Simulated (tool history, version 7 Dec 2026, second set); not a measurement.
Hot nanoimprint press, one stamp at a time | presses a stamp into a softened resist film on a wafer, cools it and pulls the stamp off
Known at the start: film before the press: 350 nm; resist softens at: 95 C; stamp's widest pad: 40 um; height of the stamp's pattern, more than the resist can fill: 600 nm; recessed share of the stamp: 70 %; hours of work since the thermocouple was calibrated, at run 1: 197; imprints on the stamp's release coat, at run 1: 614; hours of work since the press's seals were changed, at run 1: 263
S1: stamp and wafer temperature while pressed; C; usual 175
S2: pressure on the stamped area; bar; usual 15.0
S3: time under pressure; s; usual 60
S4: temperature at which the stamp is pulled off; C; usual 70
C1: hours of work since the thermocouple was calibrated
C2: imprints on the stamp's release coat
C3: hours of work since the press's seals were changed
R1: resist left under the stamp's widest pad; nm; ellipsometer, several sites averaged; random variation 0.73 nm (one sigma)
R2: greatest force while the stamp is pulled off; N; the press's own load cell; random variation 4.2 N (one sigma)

{"run": 1, "day": 0.0, "S1": 175, "S2": 15.0, "S3": 60, "S4": 70, "C1": 197, "C2": 614, "C3": 263, "R1": 200.3, "R2": 205}
{"run": 2, "day": 2.804, "S1": 175, "S2": 15.0, "S3": 60, "S4": 70, "C1": 249, "C2": 1001, "C3": 315, "R1": 200.9, "R2": 202}
{"run": 3, "day": 5.712, "S1": 175, "S2": 20.3, "S3": 60, "S4": 70, "C1": 303, "C2": 1403, "C3": 370, "R1": 176.8, "R2": 203}
{"day": 8.079, "done": "stamp cleaned and given a new release coat"}
{"run": 4, "day": 8.079, "S1": 175, "S2": 20.3, "S3": 60, "S4": 70, "C1": 343, "C2": 0, "C3": 409, "R1": 176.9, "R2": 201}
{"run": 5, "day": 9.325, "S1": 175, "S2": 15.0, "S3": 69, "S4": 70, "C1": 366, "C2": 172, "C3": 433, "R1": 193.3, "R2": 198}
{"run": 6, "day": 12.046, "S1": 175, "S2": 15.0, "S3": 69, "S4": 70, "C1": 417, "C2": 547, "C3": 483, "R1": 193.5, "R2": 204}
{"run": 7, "day": 14.271, "S1": 175, "S2": 15.0, "S3": 47, "S4": 70, "C1": 459, "C2": 855, "C3": 525, "R1": 217.7, "R2": 199}
{"run": 8, "day": 16.25, "S1": 175, "S2": 13.4, "S3": 60, "S4": 70, "C1": 496, "C2": 1128, "C3": 562, "R1": 210.9, "R2": 203}
{"day": 19.362, "done": "plate thermocouple calibrated"}
{"run": 9, "day": 19.362, "S1": 175, "S2": 13.4, "S3": 60, "S4": 70, "C1": 0, "C2": 1541, "C3": 618, "R1": 212.8, "R2": 201}
{"day": 20.629, "done": "stamp cleaned and given a new release coat"}
{"run": 10, "day": 22.329, "S1": 175, "S2": 13.4, "S3": 60, "S4": 70, "C1": 51, "C2": 235, "C3": 669, "R1": 211.9, "R2": 209}
{"run": 11, "day": 24.758, "S1": 175, "S2": 15.0, "S3": 60, "S4": 70, "C1": 96, "C2": 570, "C3": 714, "R1": 203.5, "R2": 203}
{"run": 12, "day": 27.617, "S1": 175, "S2": 15.0, "S3": 60, "S4": 70, "C1": 150, "C2": 965, "C3": 768, "R1": 202.1, "R2": 200}
{"run": 13, "day": 30.35, "S1": 175, "S2": 15.0, "S3": 60, "S4": 70, "C1": 201, "C2": 1343, "C3": 819, "R1": 203.9, "R2": 199}
{"day": 33.088, "done": "stamp cleaned and given a new release coat"}
{"run": 14, "day": 33.088, "S1": 175, "S2": 15.0, "S3": 60, "S4": 70, "C1": 247, "C2": 0, "C3": 865, "R1": 205.4, "R2": 207}
{"run": 15, "day": 36.058, "S1": 175, "S2": 15.0, "S3": 60, "S4": 70, "C1": 303, "C2": 410, "C3": 921, "R1": 203.2, "R2": 208}
{"run": 16, "day": 38.817, "S1": 175, "S2": 15.0, "S3": 60, "S4": 70, "C1": 354, "C2": 791, "C3": 972, "R1": 203.4, "R2": 202}
{"run": 17, "day": 41.204, "S1": 175, "S2": 15.0, "S3": 106, "S4": 67, "C1": 399, "C2": 1121, "C3": 1017, "R1": 168.6, "R2": 218}
{"day": 43.488, "done": "press's hydraulic seals changed and the load cell set to zero"}
{"run": 18, "day": 43.504, "S1": 175, "S2": 15.0, "S3": 106, "S4": 67, "C1": 436, "C2": 1393, "C3": 0, "R1": 167.9, "R2": 224}
{"day": 45.896, "done": "stamp cleaned and given a new release coat"}
{"run": 19, "day": 46.4, "S1": 175, "S2": 15.0, "S3": 106, "S4": 67, "C1": 485, "C2": 70, "C3": 50, "R1": 169.7, "R2": 224}
{"run": 20, "day": 48.021, "S1": 180, "S2": 10.9, "S3": 112, "S4": 60, "C1": 516, "C2": 294, "C3": 80, "R1": 170.2, "R2": 257}
{"run": 21, "day": 49.55, "S1": 177, "S2": 19.0, "S3": 117, "S4": 60, "C1": 544, "C2": 505, "C3": 109, "R1": 136.9, "R2": 270}
{"day": 50.104, "done": "plate thermocouple calibrated"}
{"run": 22, "day": 52.596, "S1": 177, "S2": 19.0, "S3": 58, "S4": 77, "C1": 47, "C2": 909, "C3": 163, "R1": 177.9, "R2": 157}
{"run": 23, "day": 54.538, "S1": 166, "S2": 19.0, "S3": 58, "S4": 72, "C1": 83, "C2": 1177, "C3": 200, "R1": 230.1, "R2": 192}
{"run": 24, "day": 57.046, "S1": 166, "S2": 19.0, "S3": 58, "S4": 72, "C1": 130, "C2": 1524, "C3": 247, "R1": 231.4, "R2": 194}
{"day": 58.583, "done": "stamp cleaned and given a new release coat"}
{"run": 25, "day": 59.662, "S1": 178, "S2": 19.4, "S3": 60, "S4": 70, "C1": 174, "C2": 149, "C3": 291, "R1": 171.0, "R2": 193}
{"run": 26, "day": 62.258, "S1": 165, "S2": 15.0, "S3": 39, "S4": 70, "C1": 223, "C2": 508, "C3": 339, "R1": 279.2, "R2": 203}
{"run": 27, "day": 64.871, "S1": 173, "S2": 15.0, "S3": 60, "S4": 65, "C1": 271, "C2": 868, "C3": 388, "R1": 215.7, "R2": 231}
{"run": 28, "day": 67.225, "S1": 173, "S2": 15.0, "S3": 60, "S4": 65, "C1": 316, "C2": 1194, "C3": 432, "R1": 215.6, "R2": 232}
{"run": 29, "day": 69.421, "S1": 171, "S2": 15.0, "S3": 39, "S4": 70, "C1": 357, "C2": 1497, "C3": 473, "R1": 253.7, "R2": 204}

4 ways to go on from here, each from the tool as it stands after run 29. What would each give?
{"day": 71.125, "done": "stamp cleaned and given a new release coat"}
{"run": "A", "day": 71.796, "S1": 171, "S2": 9.1, "S3": 31, "S4": 70, "C1": 396, "C2": 93, "C3": 513, "R1": "?", "R2": "?"}
{"day": 71.125, "done": "stamp cleaned and given a new release coat"}
{"run": "B", "day": 71.796, "S1": 178, "S2": 15.0, "S3": 117, "S4": 69, "C1": 396, "C2": 93, "C3": 513, "R1": "?", "R2": "?"}
{"day": 71.125, "done": "stamp cleaned and given a new release coat"}
{"run": "C", "day": 71.796, "S1": 171, "S2": 15.6, "S3": 39, "S4": 70, "C1": 396, "C2": 93, "C3": 513, "R1": "?", "R2": "?"}
{"day": 71.125, "done": "stamp cleaned and given a new release coat"}
{"run": "D", "day": 71.796, "S1": 171, "S2": 15.0, "S3": 45, "S4": 76, "C1": 396, "C2": 93, "C3": 513, "R1": "?", "R2": "?"}

run=A R1=300.5 R2=206
run=B R1=151.8 R2=213
run=C R1=248.5 R2=199
run=D R1=244.6 R2=163
Without the tool's hidden state the same runs would have given:
run=A R1=292.0 R2=206
run=B R1=147.4 R2=212
run=C R1=241.4 R2=198
run=D R1=237.6 R2=163
